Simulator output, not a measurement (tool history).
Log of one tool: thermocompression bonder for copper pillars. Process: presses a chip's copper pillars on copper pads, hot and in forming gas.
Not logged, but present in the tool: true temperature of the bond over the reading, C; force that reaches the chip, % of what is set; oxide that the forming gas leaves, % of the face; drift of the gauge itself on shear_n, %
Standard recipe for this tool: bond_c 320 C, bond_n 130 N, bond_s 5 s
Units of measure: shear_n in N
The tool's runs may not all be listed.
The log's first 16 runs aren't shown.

| run | day | bond_c | bond_n | bond_s | hours of work since the heater was calibrated | hours of work since the force cell was calibrated | hours of work since the gas filter was changed | shear_n |
|---|---|---|---|---|---|---|---|---|
| 17 | 3.996 | 320 | 130 | 5 | 382 | 160 | 99 | 56.6 |
| 18 | 4.179 | 320 | 130 | 5 | 385 | 163 | 102 | 56.5 |
| 19 | 4.371 | 313 | 130 | 5 | 388 | 166 | 105 | 53.6 |
| 20 | 4.588 | 313 | 130 | 5 | 391 | 170 | 109 | 53 |
| 21 | 4.746 | 320 | 119 | 5 | 394 | 172 | 111 | 55.1 |
| 22 | 4.996 | 297 | 189 | 5 | 398 | 176 | 115 | 52.7 |
| 23 | 5.204 | 297 | 189 | 5 | 401 | 179 | 119 | 52.4 |
| 24 | 5.558 | 342 | 121 | 4 | 407 | 185 | 124 | 61.7 |
| 25 | 5.883 | 323 | 81 | 6 | 412 | 190 | 129 | 51.1 |
| 26 | 6.125 | 296 | 90 | 6 | 416 | 194 | 133 | 39.3 |
| 27 | 6.379 | 317 | 164 | 8 | 420 | 198 | 137 | 67.7 |
| 28 | 6.571 | 324 | 79 | 5 | 423 | 201 | 140 | 47.9 |

Run 29 is up next; what results do you expect?
| 29 | 6.904 | 312 | 130 | 5 | 428 | 206 | 146 | ? |

shear_n: 52.2 N
The same run, on a tool lacking any hidden state, would have yielded shear_n 53 N.
